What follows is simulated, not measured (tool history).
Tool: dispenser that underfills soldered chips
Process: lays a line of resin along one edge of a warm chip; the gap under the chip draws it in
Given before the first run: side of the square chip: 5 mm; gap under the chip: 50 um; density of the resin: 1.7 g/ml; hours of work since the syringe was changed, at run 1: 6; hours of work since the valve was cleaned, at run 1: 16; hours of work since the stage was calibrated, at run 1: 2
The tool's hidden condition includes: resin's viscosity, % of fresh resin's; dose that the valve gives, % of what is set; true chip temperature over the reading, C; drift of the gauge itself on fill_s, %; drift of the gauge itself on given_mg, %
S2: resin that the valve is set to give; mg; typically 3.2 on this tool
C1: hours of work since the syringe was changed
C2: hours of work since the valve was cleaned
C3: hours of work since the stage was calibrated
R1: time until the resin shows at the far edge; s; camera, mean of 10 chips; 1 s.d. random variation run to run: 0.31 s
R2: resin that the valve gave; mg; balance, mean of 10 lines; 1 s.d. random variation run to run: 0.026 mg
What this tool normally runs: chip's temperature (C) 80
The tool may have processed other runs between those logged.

{"run": 1, "hour": 0.0, "chip's temperature (C)": 80, "S2": 3.2, "C1": 6, "C2": 16, "C3": 2, "R1": 14.3, "R2": 3.19}
{"run": 2, "hour": 2.8, "chip's temperature (C)": 80, "S2": 4.1, "C1": 8, "C2": 18, "C3": 4, "R1": 16.2, "R2": 4.06}
{"hour": 4.8, "done": "new syringe of resin"}
{"run": 3, "hour": 6.3, "chip's temperature (C)": 80, "S2": 4.1, "C1": 1, "C2": 20, "C3": 6, "R1": 9.7, "R2": 4.09}
{"run": 4, "hour": 9.9, "chip's temperature (C)": 80, "S2": 2.97, "C1": 4, "C2": 22, "C3": 8, "R1": 11.7, "R2": 2.9}
{"run": 5, "hour": 13.4, "chip's temperature (C)": 80, "S2": 2.97, "C1": 6, "C2": 25, "C3": 11, "R1": 13.8, "R2": 2.9}
{"run": 6, "hour": 17.8, "chip's temperature (C)": 80, "S2": 2.97, "C1": 9, "C2": 28, "C3": 14, "R1": 17.3, "R2": 2.9}
{"hour": 18.4, "done": "new syringe of resin"}
{"run": 7, "hour": 22.4, "chip's temperature (C)": 69, "S2": 3.2, "C1": 3, "C2": 31, "C3": 17, "R1": 16.9, "R2": 3.12}
{"run": 8, "hour": 26.9, "chip's temperature (C)": 69, "S2": 3.2, "C1": 6, "C2": 34, "C3": 20, "R1": 22.1, "R2": 3.08}
{"run": 9, "hour": 29.5, "chip's temperature (C)": 80, "S2": 3.35, "C1": 8, "C2": 36, "C3": 22, "R1": 15.3, "R2": 3.26}
{"hour": 32.0, "done": "new syringe of resin"}
{"run": 10, "hour": 33.0, "chip's temperature (C)": 86, "S2": 2.81, "C1": 1, "C2": 38, "C3": 24, "R1": 7.5, "R2": 2.7}
{"run": 11, "hour": 35.4, "chip's temperature (C)": 76, "S2": 4.01, "C1": 2, "C2": 40, "C3": 26, "R1": 12.1, "R2": 3.87}
{"run": 12, "hour": 39.8, "chip's temperature (C)": 65, "S2": 2.85, "C1": 6, "C2": 43, "C3": 29, "R1": 25.4, "R2": 2.72}
{"run": 13, "hour": 44.8, "chip's temperature (C)": 83, "S2": 3.59, "C1": 9, "C2": 46, "C3": 32, "R1": 14.9, "R2": 3.44}
{"hour": 45.7, "done": "new syringe of resin"}
{"run": 14, "hour": 49.2, "chip's temperature (C)": 83, "S2": 3.59, "C1": 2, "C2": 49, "C3": 35, "R1": 9.5, "R2": 3.4}
{"run": 15, "hour": 53.0, "chip's temperature (C)": 83, "S2": 4.19, "C1": 5, "C2": 52, "C3": 38, "R1": 11, "R2": 4.02}
{"run": 16, "hour": 57.1, "chip's temperature (C)": 68, "S2": 3.04, "C1": 8, "C2": 55, "C3": 41, "R1": 27.3, "R2": 2.95}
{"hour": 59.2, "done": "new syringe of resin"}
{"run": 17, "hour": 62.3, "chip's temperature (C)": 68, "S2": 3.04, "C1": 2, "C2": 58, "C3": 44, "R1": 16.7, "R2": 2.86}
{"run": 18, "hour": 66.2, "chip's temperature (C)": 91, "S2": 3.9, "C1": 5, "C2": 61, "C3": 47, "R1": 7.9, "R2": 3.68}

The logged runs with the hidden state left out (each run's random variation unchanged):
run=1 R1=8.9 R2=3.23
run=2 R1=8.7 R2=4.11
run=3 R1=9 R2=4.15
run=4 R1=9 R2=2.95
run=5 R1=8.8 R2=2.96
run=6 R1=8.6 R2=2.97
run=7 R1=13.8 R2=3.2
run=8 R1=14.3 R2=3.17
run=9 R1=8.6 R2=3.36
run=10 R1=7 R2=2.79
run=11 R1=10.2 R2=4
run=12 R1=16.5 R2=2.82
run=13 R1=7.6 R2=3.58
run=14 R1=8 R2=3.55
run=15 R1=7.6 R2=4.21
run=16 R1=15 R2=3.09
run=17 R1=14 R2=3.01
run=18 R1=5.4 R2=3.89

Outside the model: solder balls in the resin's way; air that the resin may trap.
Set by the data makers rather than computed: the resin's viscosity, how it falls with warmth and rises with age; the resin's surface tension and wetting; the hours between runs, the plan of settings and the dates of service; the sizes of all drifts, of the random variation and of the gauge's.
